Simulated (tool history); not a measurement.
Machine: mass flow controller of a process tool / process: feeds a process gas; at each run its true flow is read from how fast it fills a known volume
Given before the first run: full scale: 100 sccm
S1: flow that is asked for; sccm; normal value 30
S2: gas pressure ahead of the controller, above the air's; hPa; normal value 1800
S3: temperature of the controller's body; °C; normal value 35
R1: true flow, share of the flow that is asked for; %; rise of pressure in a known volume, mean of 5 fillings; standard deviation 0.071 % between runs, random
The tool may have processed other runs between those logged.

run    hour  S1    S2  S3      R1
  1     0.0  30  1800  35  101.18
  2    41.6  30  1800  35  101.04
  3    91.4  30  1800  35  101.14
  4   184.5  23  1800  35  101.31
  5   248.5  23  1800  35  101.55
  6   308.5  23  1800  35  101.36
  7   384.9  30  1800  21   99.87
  8   461.8  30  1800  21   99.94
  9   531.4  30  2390  35  101.88
 10   624.5  30  1800  22  100.26
 11   690.7  30  1800  22  100.20
 12   767.0  30  1800  35  101.56
 13   856.3  30  1800  26  100.77
 14   902.7  30  1800  26  100.91
 15   972.5  30  1800  26  100.89
 16  1019.9  42  1770  37  101.82
     1029.4  -- controller's zero set anew
 17  1115.1  42  1770  37  101.99
 18  1179.6  42  1770  37  102.19
 19  1267.7  15  1730  36  104.00
 20  1310.1  91  1560  32  101.71
 21  1351.8  60  1800  39  102.43
 22  1414.8  60  1800  39  102.48
 23  1465.4  30  1460  35  102.24
     1497.0  -- controller's zero set anew, once more
 24  1518.8  30  1600  35  100.63
 25  1597.9  30  1600  35  100.60
 26  1695.2  16  2200  35  101.06
 27  1743.5  13  1520  38  101.08
 28  1801.7  30  1520  35  100.78
 29  1880.3  30  1520  35  100.85

What if the next run were any one of these 3? Each begins from the tool's condition after run 29:
  A  1945.0  91  1800  35   ?
  B  1945.0  30  1800  29   ?
  C  1945.0  23  1800  35   ?

run      R1
  A  101.85
  B  100.48
  C  100.94
Take away the tool's hidden state, keep each run's random variation, and the runs would have read:
run      R1
  A  100.83
  B   99.23
  C   99.60
